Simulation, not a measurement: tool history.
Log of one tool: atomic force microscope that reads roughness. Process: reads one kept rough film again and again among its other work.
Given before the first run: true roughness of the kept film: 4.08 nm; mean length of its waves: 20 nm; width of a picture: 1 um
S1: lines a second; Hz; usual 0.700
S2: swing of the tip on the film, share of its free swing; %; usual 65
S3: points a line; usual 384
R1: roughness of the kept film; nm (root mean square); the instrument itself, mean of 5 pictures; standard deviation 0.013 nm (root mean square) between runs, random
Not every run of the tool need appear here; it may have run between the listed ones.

run	hour	S1	S2	S3	R1
1	0.0	0.700	65	384	2.604
2	8.3	0.700	65	384	2.586
3	17.8	0.700	65	384	2.536
4	25.4	0.700	65	384	2.506
5	32.2	0.839	65	384	2.512
6	41.0	0.839	65	384	2.493
7	49.6	0.700	65	384	2.469
8	55.9	0.700	83	384	2.409
9	63.0	0.700	83	384	2.386
# hour 66.4: new tip fitted
10	67.3	0.700	83	384	2.970
# hour 69.1: height scale calibrated on a step standard
11	76.9	0.994	61	786	3.067
12	85.7	2.728	65	384	2.908
13	91.7	0.777	80	384	2.921
# hour 95.2: height scale calibrated on a step standard, once more
14	98.6	0.777	80	384	2.867
15	104.3	0.665	80	384	2.861
16	109.9	0.665	80	384	2.845
17	117.2	0.665	80	384	2.831

Estimate the outcome of run 18 from the log above:
18	121.7	0.665	80	384	?

Run 18 gave R1 2.799 nm (root mean square).
The same run, on a tool lacking any hidden state, would have yielded R1 3.057 nm (root mean square).
